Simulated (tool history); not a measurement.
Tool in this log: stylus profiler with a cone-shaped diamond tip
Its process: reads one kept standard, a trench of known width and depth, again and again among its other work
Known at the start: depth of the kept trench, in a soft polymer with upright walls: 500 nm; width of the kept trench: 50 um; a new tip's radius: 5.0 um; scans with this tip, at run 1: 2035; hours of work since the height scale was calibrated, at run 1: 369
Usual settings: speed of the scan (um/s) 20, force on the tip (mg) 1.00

run   hour  speed of the scan (um/s)  force on the tip (mg)  scans with this tip  hours of work since the height scale was calibrated  depth of the trench (angstrom)  width of the trench's floor (µm)
  1    0.0                        20                   1.00                 2035                                                  369                          5026.4                             45.17
  2   13.1                        20                   1.00                 2092                                                  379                          5030.2                             45.23
  3   31.5                        20                   1.00                 2173                                                  394                          5028.2                             45.17
  4   47.6                        20                   1.00                 2243                                                  406                          5028.3                             45.12
  5   58.1                        20                   1.00                 2289                                                  415                          5028.3                             45.12
  6   78.5                        31                   1.00                 2378                                                  431                          5026.6                             45.04
  7   95.6                        20                   1.00                 2453                                                  444                          5024.8                             45.09
  8  104.8                        20                   1.00                 2493                                                  452                          5024.0                             45.11
  9  116.6                        18                   1.00                 2545                                                  461                          5023.9                             45.08
 10  132.1                        20                   1.00                 2613                                                  473                          5026.0                             45.07
 11  152.4                        20                   1.00                 2701                                                  489                          5024.1                             45.05
 12  165.4                        20                   1.00                 2758                                                  500                          5026.4                             45.06
 13  181.4                        20                   1.00                 2828                                                  512                          5027.1                             45.02
     183.2  -- height scale calibrated on a step standard
 14  197.2                         6                   0.79                 2895                                                   11                          5016.9                             45.14
 15  211.8                         8                   1.00                 2959                                                   23                          5021.5                             45.08
 16  222.0                         8                   1.00                 3004                                                   31                          5020.2                             45.05
 17  233.9                        14                   1.78                 3055                                                   40                          5035.2                             45.02

Run 18, settings as shown, results not yet in. Your forecast:
 18  244.0                        10                   0.63                 3100                                                   48                               ?                                 ?

depth of the trench (angstrom): 5012.7
width of the trench's floor (µm): 45.03
Were there no unlogged condition in the tool, this run, its random variation unchanged, would have produced depth of the trench (angstrom) 5026.6, width of the trench's floor (µm) 45.55.
